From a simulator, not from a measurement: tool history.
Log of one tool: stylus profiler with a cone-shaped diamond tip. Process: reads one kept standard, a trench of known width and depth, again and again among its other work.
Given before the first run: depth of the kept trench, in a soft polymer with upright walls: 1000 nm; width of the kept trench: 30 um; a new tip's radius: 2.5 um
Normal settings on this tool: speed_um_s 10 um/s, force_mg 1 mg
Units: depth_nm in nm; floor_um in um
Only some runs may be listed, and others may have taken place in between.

{"run": 1, "hour": 0.0, "speed_um_s": 10, "force_mg": 1, "depth_nm": 1009.35, "floor_um": 25.42}
{"run": 2, "hour": 18.6, "speed_um_s": 10, "force_mg": 1, "depth_nm": 1009.05, "floor_um": 25.41}
{"run": 3, "hour": 38.2, "speed_um_s": 10, "force_mg": 1, "depth_nm": 1009.27, "floor_um": 25.43}
{"run": 4, "hour": 60.6, "speed_um_s": 10, "force_mg": 1, "depth_nm": 1008.88, "floor_um": 25.4}
{"run": 5, "hour": 85.5, "speed_um_s": 10, "force_mg": 1, "depth_nm": 1009.41, "floor_um": 25.38}
{"run": 6, "hour": 99.2, "speed_um_s": 10, "force_mg": 1, "depth_nm": 1008.81, "floor_um": 25.31}
{"run": 7, "hour": 121.0, "speed_um_s": 10, "force_mg": 1, "depth_nm": 1008.78, "floor_um": 25.35}
{"run": 8, "hour": 133.5, "speed_um_s": 10, "force_mg": 0.41, "depth_nm": 1006.02, "floor_um": 25.32}
{"run": 9, "hour": 155.1, "speed_um_s": 10, "force_mg": 0.41, "depth_nm": 1006.13, "floor_um": 25.32}
{"run": 10, "hour": 176.9, "speed_um_s": 10, "force_mg": 0.41, "depth_nm": 1006.18, "floor_um": 25.28}
{"run": 11, "hour": 196.4, "speed_um_s": 10, "force_mg": 0.41, "depth_nm": 1006.23, "floor_um": 25.29}
{"run": 12, "hour": 218.2, "speed_um_s": 22, "force_mg": 1, "depth_nm": 1009.19, "floor_um": 25.23}
{"run": 13, "hour": 237.2, "speed_um_s": 22, "force_mg": 1, "depth_nm": 1010.11, "floor_um": 25.22}
{"run": 14, "hour": 252.0, "speed_um_s": 10, "force_mg": 1, "depth_nm": 1009.46, "floor_um": 25.32}
{"run": 15, "hour": 268.6, "speed_um_s": 10, "force_mg": 1, "depth_nm": 1009.69, "floor_um": 25.28}
{"run": 16, "hour": 289.1, "speed_um_s": 35, "force_mg": 1, "depth_nm": 1009.42, "floor_um": 25.17}
{"run": 17, "hour": 304.4, "speed_um_s": 35, "force_mg": 1, "depth_nm": 1009.59, "floor_um": 25.11}
{"run": 18, "hour": 321.1, "speed_um_s": 4, "force_mg": 1, "depth_nm": 1009.72, "floor_um": 25.25}
{"run": 19, "hour": 339.7, "speed_um_s": 4, "force_mg": 1, "depth_nm": 1009.66, "floor_um": 25.29}
{"run": 20, "hour": 354.2, "speed_um_s": 10, "force_mg": 1, "depth_nm": 1009.79, "floor_um": 25.21}
{"run": 21, "hour": 377.3, "speed_um_s": 10, "force_mg": 1, "depth_nm": 1009.96, "floor_um": 25.2}
{"run": 22, "hour": 400.6, "speed_um_s": 10, "force_mg": 1, "depth_nm": 1010.2, "floor_um": 25.16}
{"run": 23, "hour": 411.0, "speed_um_s": 10, "force_mg": 1, "depth_nm": 1010.13, "floor_um": 25.13}
{"run": 24, "hour": 433.3, "speed_um_s": 10, "force_mg": 2.81, "depth_nm": 1016.74, "floor_um": 25.17}
{"run": 25, "hour": 448.9, "speed_um_s": 10, "force_mg": 2.81, "depth_nm": 1017.05, "floor_um": 25.17}
{"run": 26, "hour": 468.3, "speed_um_s": 10, "force_mg": 2.81, "depth_nm": 1017.04, "floor_um": 25.15}
{"run": 27, "hour": 483.2, "speed_um_s": 18, "force_mg": 0.39, "depth_nm": 1007.19, "floor_um": 25.04}
{"run": 28, "hour": 507.5, "speed_um_s": 18, "force_mg": 0.39, "depth_nm": 1007.33, "floor_um": 25.04}
{"run": 29, "hour": 525.3, "speed_um_s": 28, "force_mg": 0.8, "depth_nm": 1009.26, "floor_um": 25.03}
{"run": 30, "hour": 539.9, "speed_um_s": 28, "force_mg": 0.8, "depth_nm": 1009.24, "floor_um": 25.04}
{"run": 31, "hour": 554.6, "speed_um_s": 4, "force_mg": 0.55, "depth_nm": 1008.29, "floor_um": 25.11}
{"run": 32, "hour": 579.6, "speed_um_s": 10, "force_mg": 2.11, "depth_nm": 1014.47, "floor_um": 25.14}
{"run": 33, "hour": 599.5, "speed_um_s": 35, "force_mg": 2.47, "depth_nm": 1016.28, "floor_um": 25}
{"run": 34, "hour": 616.5, "speed_um_s": 35, "force_mg": 2.47, "depth_nm": 1015.92, "floor_um": 25}
{"run": 35, "hour": 635.2, "speed_um_s": 10, "force_mg": 1.86, "depth_nm": 1014.38, "floor_um": 25}
{"run": 36, "hour": 657.8, "speed_um_s": 10, "force_mg": 1.22, "depth_nm": 1011.46, "floor_um": 25.04}
{"run": 37, "hour": 669.5, "speed_um_s": 18, "force_mg": 0.56, "depth_nm": 1008.85, "floor_um": 24.98}
{"run": 38, "hour": 680.9, "speed_um_s": 18, "force_mg": 0.56, "depth_nm": 1008.01, "floor_um": 24.92}
{"run": 39, "hour": 704.6, "speed_um_s": 25, "force_mg": 1.6, "depth_nm": 1013.36, "floor_um": 24.98}
{"run": 40, "hour": 724.9, "speed_um_s": 3, "force_mg": 1.57, "depth_nm": 1013.49, "floor_um": 25.02}
{"run": 41, "hour": 749.4, "speed_um_s": 3, "force_mg": 1.57, "depth_nm": 1013.23, "floor_um": 25.01}
{"run": 42, "hour": 773.3, "speed_um_s": 10, "force_mg": 2.11, "depth_nm": 1015.47, "floor_um": 24.96}
{"run": 43, "hour": 797.5, "speed_um_s": 11, "force_mg": 0.48, "depth_nm": 1008.74, "floor_um": 24.91}
{"run": 44, "hour": 819.8, "speed_um_s": 5, "force_mg": 2.41, "depth_nm": 1016.76, "floor_um": 24.97}
{"hour": 836.0, "done": "height scale calibrated on a step standard"}
{"run": 45, "hour": 844.1, "speed_um_s": 24, "force_mg": 1, "depth_nm": 1006.48, "floor_um": 24.87}
{"run": 46, "hour": 865.6, "speed_um_s": 24, "force_mg": 1, "depth_nm": 1006.79, "floor_um": 24.84}
{"run": 47, "hour": 878.9, "speed_um_s": 10, "force_mg": 0.45, "depth_nm": 1003.71, "floor_um": 24.89}

Measured result minus the same run's result without the hidden state. Both carry the same run-to-run variation, though not necessarily the same gauge scatter:
Hidden state at play: radius of the tip, um; height scale over the true one, %; drift of the gauge itself on depth_nm, %; drift of the gauge itself on floor_um, %.
run=1 depth_nm=+2.02 floor_um=-0.55
run=2 depth_nm=+2.07 floor_um=-0.55
run=3 depth_nm=+2.12 floor_um=-0.57
run=4 depth_nm=+2.18 floor_um=-0.58
run=5 depth_nm=+2.25 floor_um=-0.6
run=6 depth_nm=+2.28 floor_um=-0.61
run=7 depth_nm=+2.35 floor_um=-0.62
run=8 depth_nm=+2.37 floor_um=-0.63
run=9 depth_nm=+2.43 floor_um=-0.64
run=10 depth_nm=+2.49 floor_um=-0.65
run=11 depth_nm=+2.54 floor_um=-0.67
run=12 depth_nm=+2.62 floor_um=-0.68
run=13 depth_nm=+2.67 floor_um=-0.69
run=14 depth_nm=+2.71 floor_um=-0.7
run=15 depth_nm=+2.75 floor_um=-0.71
run=16 depth_nm=+2.8 floor_um=-0.73
run=17 depth_nm=+2.85 floor_um=-0.74
run=18 depth_nm=+2.89 floor_um=-0.75
run=19 depth_nm=+2.94 floor_um=-0.76
run=20 depth_nm=+2.98 floor_um=-0.77
run=21 depth_nm=+3.04 floor_um=-0.78
run=22 depth_nm=+3.12 floor_um=-0.8
run=23 depth_nm=+3.15 floor_um=-0.8
run=24 depth_nm=+3.23 floor_um=-0.82
run=25 depth_nm=+3.28 floor_um=-0.83
run=26 depth_nm=+3.33 floor_um=-0.84
run=27 depth_nm=+3.34 floor_um=-0.85
run=28 depth_nm=+3.41 floor_um=-0.86
run=29 depth_nm=+3.46 floor_um=-0.88
run=30 depth_nm=+3.49 floor_um=-0.89
run=31 depth_nm=+3.53 floor_um=-0.89
run=32 depth_nm=+3.62 floor_um=-0.91
run=33 depth_nm=+3.67 floor_um=-0.92
run=34 depth_nm=+3.71 floor_um=-0.93
run=35 depth_nm=+3.75 floor_um=-0.94
run=36 depth_nm=+3.8 floor_um=-0.96
run=37 depth_nm=+3.83 floor_um=-0.96
run=38 depth_nm=+3.85 floor_um=-0.97
run=39 depth_nm=+3.93 floor_um=-0.98
run=40 depth_nm=+3.99 floor_um=-0.99
run=41 depth_nm=+4.05 floor_um=-1.01
run=42 depth_nm=+4.13 floor_um=-1.02
run=43 depth_nm=+4.16 floor_um=-1.04
run=44 depth_nm=+4.25 floor_um=-1.05
run=45 depth_nm=-0.39 floor_um=-1.07
run=46 depth_nm=-0.33 floor_um=-1.07
run=47 depth_nm=-0.3 floor_um=-1.09
